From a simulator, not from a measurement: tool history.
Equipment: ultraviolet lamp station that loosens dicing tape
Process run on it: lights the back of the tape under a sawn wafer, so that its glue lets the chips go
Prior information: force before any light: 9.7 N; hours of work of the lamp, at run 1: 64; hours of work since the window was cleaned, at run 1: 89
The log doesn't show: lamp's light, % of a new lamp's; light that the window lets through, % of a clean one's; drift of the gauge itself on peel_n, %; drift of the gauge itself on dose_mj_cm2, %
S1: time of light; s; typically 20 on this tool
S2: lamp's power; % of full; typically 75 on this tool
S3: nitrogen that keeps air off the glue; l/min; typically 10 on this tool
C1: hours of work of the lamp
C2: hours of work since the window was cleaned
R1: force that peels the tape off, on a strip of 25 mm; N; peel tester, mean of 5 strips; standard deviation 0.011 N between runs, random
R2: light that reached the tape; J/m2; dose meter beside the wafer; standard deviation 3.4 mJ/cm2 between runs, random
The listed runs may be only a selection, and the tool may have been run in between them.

run,day,S1,S2,S3,C1,C2,R1,R2
1,0,20,75,10,64,89,0.48,5560
2,0.317,20,75,17,67,93,0.336,5520
3,0.55,20,75,17,70,96,0.332,5540
4,0.967,20,80,17,75,100,0.286,5900
5,1.25,14,75,10,78,104,1.033,3800
6,1.65,10,75,10,83,108,2.008,2800
7,1.929,10,75,10,86,111,2,2760
8,2.15,10,75,10,88,114,1.971,2760
9,2.412,20,75,6,91,117,0.727,5500
10,2.604,20,75,6,93,119,0.695,5590
11,2.821,20,75,10,96,121,0.475,5480
12,3.146,20,75,10,99,125,0.464,5490
13,3.525,20,75,10,104,129,0.466,5510
14,3.754,20,75,10,106,132,0.456,5490
15,4.112,20,75,10,110,136,0.476,5620
16,4.342,20,75,10,113,139,0.463,5480
17,4.625,20,75,10,116,142,0.477,5460
18,4.842,20,75,10,119,144,0.465,5530
19,5.096,20,75,10,122,147,0.474,5540
20,5.392,20,75,10,125,150,0.475,5530
21,5.65,19,75,13,128,153,0.442,5220
22,6.029,19,75,13,132,158,0.429,5240
23,6.308,19,75,13,135,161,0.43,5290
24,6.562,35,78,16,138,164,0.124,10030
25,6.762,35,78,16,140,166,0.135,10080
26,7.058,15,84,4,144,169,1.379,4670
27,7.458,24,77,4,148,174,0.634,6730
28,7.783,24,77,4,152,177,0.634,6810
29,7.988,17,77,4,154,180,1.293,4820
30,8.317,17,65,4,158,184,1.805,4040
31,8.679,35,65,19,162,188,0.143,8370
32,8.888,18,69,3,164,190,1.751,4530
33,9.317,24,94,16,169,195,0.157,8330
34,9.712,38,77,7,174,199,0.155,10780
35,10.167,38,69,7,179,204,0.183,9630
36,10.396,33,99,10,182,207,0.121,11980
37,10.721,33,99,10,185,211,0.133,12020
38,11.142,25,90,13,190,216,0.169,8310
39,11.479,13,62,13,194,219,1.54,3010

Forecast each of these 4 alternatives for the next run:
A,11.758,23,90,11,197,222,?,?
B,11.758,19,96,7,197,222,?,?
C,11.758,20,64,12,197,222,?,?
D,11.758,20,75,11,197,222,?,?

run,R1,R2
A,0.205,7610
B,0.375,6760
C,0.593,4720
D,0.436,5570
With no hidden state in the tool, these same runs would have given:
run,R1,R2
A,0.204,7620
B,0.374,6760
C,0.592,4720
D,0.435,5570
